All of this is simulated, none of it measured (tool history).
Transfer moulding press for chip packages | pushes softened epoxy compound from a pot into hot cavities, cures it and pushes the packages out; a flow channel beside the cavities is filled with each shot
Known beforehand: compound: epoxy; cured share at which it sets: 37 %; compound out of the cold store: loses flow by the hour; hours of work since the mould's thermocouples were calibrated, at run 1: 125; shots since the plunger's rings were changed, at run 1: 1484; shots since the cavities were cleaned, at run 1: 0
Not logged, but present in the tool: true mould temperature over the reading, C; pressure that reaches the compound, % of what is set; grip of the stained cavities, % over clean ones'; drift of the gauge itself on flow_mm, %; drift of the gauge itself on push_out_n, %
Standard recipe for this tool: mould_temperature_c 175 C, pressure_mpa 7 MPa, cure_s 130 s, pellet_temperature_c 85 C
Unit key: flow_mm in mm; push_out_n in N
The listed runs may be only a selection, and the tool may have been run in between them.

run,day,mould_temperature_c,pressure_mpa,cure_s,pellet_temperature_c,hours of work since the mould's thermocouples were calibrated,shots since the plunger's rings were changed,shots since the cavities were cleaned,incoming compound's hours out of the cold store,flow_mm,push_out_n
1,0,175,7,130,85,125,1484,0,37.2,580,551
2,1.079,175,7,130,85,137,1659,175,11.5,653,674
3,2.133,175,7,130,85,149,1831,347,30.2,601,673
4,3.438,175,7,130,85,163,2042,558,24.2,611,738
# day 4.208: cavities cleaned with cleaning compound and waxed
5,4.458,175,7,130,85,174,2199,41,17.5,634,576
6,5.138,175,7,130,85,182,2309,151,42,563,588
7,6.05,175,7,130,85,192,2457,299,19.3,619,692
8,6.683,175,7,130,85,199,2560,402,30.6,584,714
# day 7.512: plunger's sealing rings changed
9,7.529,175,7,130,85,207,3,523,25.2,632,743
# day 8.55: cavities cleaned with cleaning compound and waxed
10,8.942,175,7,130,85,222,223,65,19.3,645,579
11,10.183,175,7,130,87,236,424,266,37.3,592,626
12,11.612,175,7,130,87,252,656,498,36.7,588,714
13,12.362,175,7,124,87,260,779,621,14.1,652,836

Run 14 has not been measured yet. What should we expect?
# day 12.725: cavities cleaned with cleaning compound and waxed
14,13.812,169,8.53,124,87,276,1004,177,22.1,?,?

Run 14 measured flow_mm 705 mm, push_out_n 976 N.
Had the tool carried no hidden state, the very same run would have given flow_mm 720 mm, push_out_n 850 N.

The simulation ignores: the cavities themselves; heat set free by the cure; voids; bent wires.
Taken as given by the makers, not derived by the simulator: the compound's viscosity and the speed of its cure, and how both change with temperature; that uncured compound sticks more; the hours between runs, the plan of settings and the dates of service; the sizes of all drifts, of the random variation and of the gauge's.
